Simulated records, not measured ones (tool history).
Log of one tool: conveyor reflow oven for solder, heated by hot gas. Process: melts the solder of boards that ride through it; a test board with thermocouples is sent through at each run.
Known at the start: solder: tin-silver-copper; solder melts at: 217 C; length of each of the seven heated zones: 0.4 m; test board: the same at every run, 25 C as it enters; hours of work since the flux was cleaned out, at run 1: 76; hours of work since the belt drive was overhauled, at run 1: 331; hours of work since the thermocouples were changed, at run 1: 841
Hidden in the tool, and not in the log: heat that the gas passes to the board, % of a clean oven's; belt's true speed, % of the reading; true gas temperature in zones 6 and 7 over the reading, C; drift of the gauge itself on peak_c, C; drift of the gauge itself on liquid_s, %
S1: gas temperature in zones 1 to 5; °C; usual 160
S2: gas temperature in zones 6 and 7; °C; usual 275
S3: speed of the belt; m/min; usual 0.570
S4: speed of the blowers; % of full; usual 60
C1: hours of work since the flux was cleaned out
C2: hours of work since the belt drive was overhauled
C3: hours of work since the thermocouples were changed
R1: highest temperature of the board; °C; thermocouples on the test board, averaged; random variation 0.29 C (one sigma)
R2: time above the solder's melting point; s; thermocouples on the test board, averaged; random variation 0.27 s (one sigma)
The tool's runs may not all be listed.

run	hour	S1	S2	S3	S4	C1	C2	C3	R1	R2
1	0.0	160	275	0.570	60	76	331	841	252.7	58.2
2	37.2	160	275	0.570	60	95	351	860	252.8	58.4
3	77.1	160	275	0.570	60	116	371	881	252.2	58.1
4	101.8	160	275	0.477	60	129	384	893	259.1	76.9
# hour 111.8: thermocouples of zones 6 and 7 changed
5	123.5	160	275	0.570	60	139	394	6	253.9	59.4
6	166.0	160	275	0.570	60	161	416	28	253.5	58.4
7	208.4	160	275	0.570	59	183	438	50	253.0	57.6
8	244.3	160	275	0.570	59	201	456	68	252.9	58.1
# hour 251.6: belt drive overhauled, speed set with a stopwatch
9	286.0	160	275	0.570	59	221	18	88	252.7	58.8
10	323.1	160	275	0.570	59	240	37	107	252.5	57.9
11	344.4	160	275	0.570	65	251	48	118	254.4	59.8
12	377.6	160	275	0.570	65	268	65	135	254.2	59.8
13	399.1	160	275	0.570	65	279	76	146	254.7	59.8

The next listed run, before its measurement:
14	433.1	160	268	0.570	65	297	94	164	?	?

Run 14 gave R1 248.3 °C, R2 54.2 s.
Without the tool's hidden state the same run would have given R1 250.6 °C, R2 56.2 s.

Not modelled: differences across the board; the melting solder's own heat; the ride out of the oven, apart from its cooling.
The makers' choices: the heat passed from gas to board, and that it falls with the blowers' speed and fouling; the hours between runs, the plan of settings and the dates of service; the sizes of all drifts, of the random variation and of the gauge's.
